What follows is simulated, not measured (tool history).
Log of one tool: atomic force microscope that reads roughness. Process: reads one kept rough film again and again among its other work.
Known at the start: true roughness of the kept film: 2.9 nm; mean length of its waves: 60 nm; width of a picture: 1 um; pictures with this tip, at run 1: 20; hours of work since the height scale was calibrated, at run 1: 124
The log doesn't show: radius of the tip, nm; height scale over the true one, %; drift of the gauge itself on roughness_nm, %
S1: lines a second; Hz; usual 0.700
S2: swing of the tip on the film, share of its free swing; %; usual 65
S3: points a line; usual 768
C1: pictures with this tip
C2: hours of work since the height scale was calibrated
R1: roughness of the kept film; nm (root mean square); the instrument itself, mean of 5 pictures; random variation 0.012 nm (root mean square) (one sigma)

{"run": 1, "day": 0.0, "S1": 0.7, "S2": 65, "S3": 768, "C1": 20, "C2": 124, "R1": 2.766}
{"run": 2, "day": 1.642, "S1": 0.7, "S2": 65, "S3": 768, "C1": 78, "C2": 151, "R1": 2.689}
{"run": 3, "day": 3.308, "S1": 0.7, "S2": 65, "S3": 768, "C1": 138, "C2": 179, "R1": 2.664}
{"run": 4, "day": 5.108, "S1": 0.7, "S2": 65, "S3": 305, "C1": 202, "C2": 208, "R1": 2.608}
{"day": 6.721, "done": "new tip fitted"}
{"run": 5, "day": 7.608, "S1": 0.7, "S2": 65, "S3": 305, "C1": 32, "C2": 249, "R1": 2.77}
{"run": 6, "day": 8.962, "S1": 0.7, "S2": 65, "S3": 305, "C1": 80, "C2": 272, "R1": 2.699}
{"run": 7, "day": 10.954, "S1": 0.7, "S2": 65, "S3": 305, "C1": 151, "C2": 304, "R1": 2.64}
{"run": 8, "day": 12.812, "S1": 0.7, "S2": 65, "S3": 535, "C1": 217, "C2": 335, "R1": 2.593}
{"day": 13.979, "done": "new tip fitted"}
{"run": 9, "day": 14.862, "S1": 0.7, "S2": 65, "S3": 768, "C1": 32, "C2": 368, "R1": 2.734}
{"run": 10, "day": 16.133, "S1": 0.7, "S2": 65, "S3": 980, "C1": 77, "C2": 389, "R1": 2.702}
{"run": 11, "day": 17.179, "S1": 0.7, "S2": 65, "S3": 980, "C1": 114, "C2": 406, "R1": 2.689}
{"run": 12, "day": 19.479, "S1": 0.7, "S2": 65, "S3": 980, "C1": 196, "C2": 444, "R1": 2.616}
{"day": 21.138, "done": "new tip fitted"}
{"run": 13, "day": 21.496, "S1": 0.7, "S2": 79, "S3": 768, "C1": 13, "C2": 477, "R1": 2.691}
{"run": 14, "day": 23.096, "S1": 0.7, "S2": 65, "S3": 327, "C1": 70, "C2": 503, "R1": 2.712}
{"run": 15, "day": 24.654, "S1": 0.7, "S2": 65, "S3": 327, "C1": 125, "C2": 529, "R1": 2.666}
{"run": 16, "day": 25.912, "S1": 0.7, "S2": 65, "S3": 768, "C1": 170, "C2": 550, "R1": 2.618}
{"run": 17, "day": 27.217, "S1": 0.7, "S2": 65, "S3": 768, "C1": 216, "C2": 571, "R1": 2.603}
{"day": 28.267, "done": "new tip fitted"}
{"run": 18, "day": 29.383, "S1": 0.7, "S2": 61, "S3": 768, "C1": 39, "C2": 606, "R1": 2.764}
{"run": 19, "day": 31.112, "S1": 0.7, "S2": 61, "S3": 768, "C1": 101, "C2": 635, "R1": 2.678}
{"run": 20, "day": 32.429, "S1": 0.7, "S2": 65, "S3": 768, "C1": 148, "C2": 656, "R1": 2.627}
{"run": 21, "day": 33.783, "S1": 0.7, "S2": 65, "S3": 768, "C1": 196, "C2": 679, "R1": 2.59}
{"run": 22, "day": 34.95, "S1": 0.7, "S2": 65, "S3": 768, "C1": 237, "C2": 698, "R1": 2.567}
{"day": 35.512, "done": "new tip fitted"}
{"run": 23, "day": 37.167, "S1": 0.7, "S2": 65, "S3": 768, "C1": 59, "C2": 734, "R1": 2.714}
{"run": 24, "day": 38.867, "S1": 2.045, "S2": 69, "S3": 624, "C1": 120, "C2": 762, "R1": 2.518}
{"run": 25, "day": 41.146, "S1": 2.045, "S2": 69, "S3": 624, "C1": 201, "C2": 799, "R1": 2.468}
{"day": 42.75, "done": "new tip fitted"}
{"run": 26, "day": 42.792, "S1": 0.696, "S2": 83, "S3": 390, "C1": 1, "C2": 826, "R1": 2.66}
{"run": 27, "day": 44.508, "S1": 0.696, "S2": 78, "S3": 261, "C1": 62, "C2": 854, "R1": 2.639}
{"run": 28, "day": 45.667, "S1": 1.27, "S2": 88, "S3": 833, "C1": 103, "C2": 873, "R1": 2.438}
{"run": 29, "day": 48.117, "S1": 1.27, "S2": 88, "S3": 833, "C1": 191, "C2": 914, "R1": 2.37}
{"day": 49.896, "done": "new tip fitted"}
{"run": 30, "day": 49.938, "S1": 2.973, "S2": 88, "S3": 747, "C1": 1, "C2": 943, "R1": 2.167}
{"run": 31, "day": 51.608, "S1": 2.973, "S2": 88, "S3": 747, "C1": 61, "C2": 971, "R1": 2.153}
{"run": 32, "day": 53.254, "S1": 1.629, "S2": 65, "S3": 590, "C1": 119, "C2": 998, "R1": 2.59}
{"run": 33, "day": 55.738, "S1": 0.695, "S2": 56, "S3": 319, "C1": 208, "C2": 1039, "R1": 2.604}
{"run": 34, "day": 56.808, "S1": 0.695, "S2": 58, "S3": 307, "C1": 246, "C2": 1056, "R1": 2.555}
{"day": 57.129, "done": "new tip fitted"}
{"run": 35, "day": 59.338, "S1": 3.113, "S2": 65, "S3": 703, "C1": 79, "C2": 1097, "R1": 2.529}
{"run": 36, "day": 61.442, "S1": 3.113, "S2": 65, "S3": 703, "C1": 154, "C2": 1132, "R1": 2.463}
{"run": 37, "day": 63.425, "S1": 3.113, "S2": 65, "S3": 703, "C1": 224, "C2": 1165, "R1": 2.412}
{"day": 64.367, "done": "new tip fitted"}
{"run": 38, "day": 65.975, "S1": 0.7, "S2": 66, "S3": 471, "C1": 57, "C2": 1206, "R1": 2.701}
{"run": 39, "day": 67.396, "S1": 1.111, "S2": 66, "S3": 471, "C1": 107, "C2": 1229, "R1": 2.608}
{"run": 40, "day": 69.442, "S1": 0.765, "S2": 65, "S3": 529, "C1": 180, "C2": 1263, "R1": 2.606}
{"day": 71.525, "done": "new tip fitted"}
{"run": 41, "day": 71.688, "S1": 0.765, "S2": 65, "S3": 529, "C1": 5, "C2": 1300, "R1": 2.736}
{"run": 42, "day": 73.154, "S1": 1.428, "S2": 84, "S3": 768, "C1": 57, "C2": 1324, "R1": 2.477}
{"run": 43, "day": 75.683, "S1": 1.428, "S2": 84, "S3": 768, "C1": 147, "C2": 1365, "R1": 2.411}

Hidden state at the last listed run before each entry between runs and at the first one after, where it differs:
Between runs 4 and 5: new tip fitted (day 6.721)
  radius of the tip, nm: 27.9 -> 10.2; height scale over the true one, %: -0.22 -> -0.24
  measured less the result without the state, R1: -0.175 -> -0.035 nm (root mean square)
Between runs 8 and 9: new tip fitted (day 13.979)
  radius of the tip, nm: 29 -> 10.6; height scale over the true one, %: -0.3 -> -0.32
  measured less the result without the state, R1: -0.186 -> -0.040 nm (root mean square)
Between runs 12 and 13: new tip fitted (day 21.138)
  radius of the tip, nm: 27.8 -> 8.5; height scale over the true one, %: -0.37 -> -0.39
  measured less the result without the state, R1: -0.179 -> -0.023 nm (root mean square)
Between runs 17 and 18: new tip fitted (day 28.267)
  radius of the tip, nm: 28.5 -> 11.6; height scale over the true one, %: -0.46 -> -0.48
  measured less the result without the state, R1: -0.188 -> -0.053 nm (root mean square)
Between runs 22 and 23: new tip fitted (day 35.512)
  radius of the tip, nm: 32.1 -> 13.8; height scale over the true one, %: -0.54 -> -0.57
  measured less the result without the state, R1: -0.216 -> -0.074 nm (root mean square)
Between runs 25 and 26: new tip fitted (day 42.750)
  radius of the tip, nm: 28 -> 7.1; height scale over the true one, %: -0.61 -> -0.63
  measured less the result without the state, R1: -0.178 -> -0.018 nm (root mean square)
Between runs 29 and 30: new tip fitted (day 49.896)
  radius of the tip, nm: 27 -> 7.5; height scale over the true one, %: -0.7 -> -0.71
  measured less the result without the state, R1: -0.166 -> -0.019 nm (root mean square)
Between runs 34 and 35: new tip fitted (day 57.129)
  radius of the tip, nm: 31.8 -> 14.8; height scale over the true one, %: -0.79 -> -0.82
  measured less the result without the state, R1: -0.219 -> -0.083 nm (root mean square)
Between runs 37 and 38: new tip fitted (day 64.367)
  radius of the tip, nm: 29.8 -> 12.8; height scale over the true one, %: -0.86 -> -0.89
  measured less the result without the state, R1: -0.193 -> -0.074 nm (root mean square)
Between runs 40 and 41: new tip fitted (day 71.525)
  radius of the tip, nm: 25.5 -> 7.6; height scale over the true one, %: -0.93 -> -0.96
  measured less the result without the state, R1: -0.176 -> -0.031 nm (root mean square)

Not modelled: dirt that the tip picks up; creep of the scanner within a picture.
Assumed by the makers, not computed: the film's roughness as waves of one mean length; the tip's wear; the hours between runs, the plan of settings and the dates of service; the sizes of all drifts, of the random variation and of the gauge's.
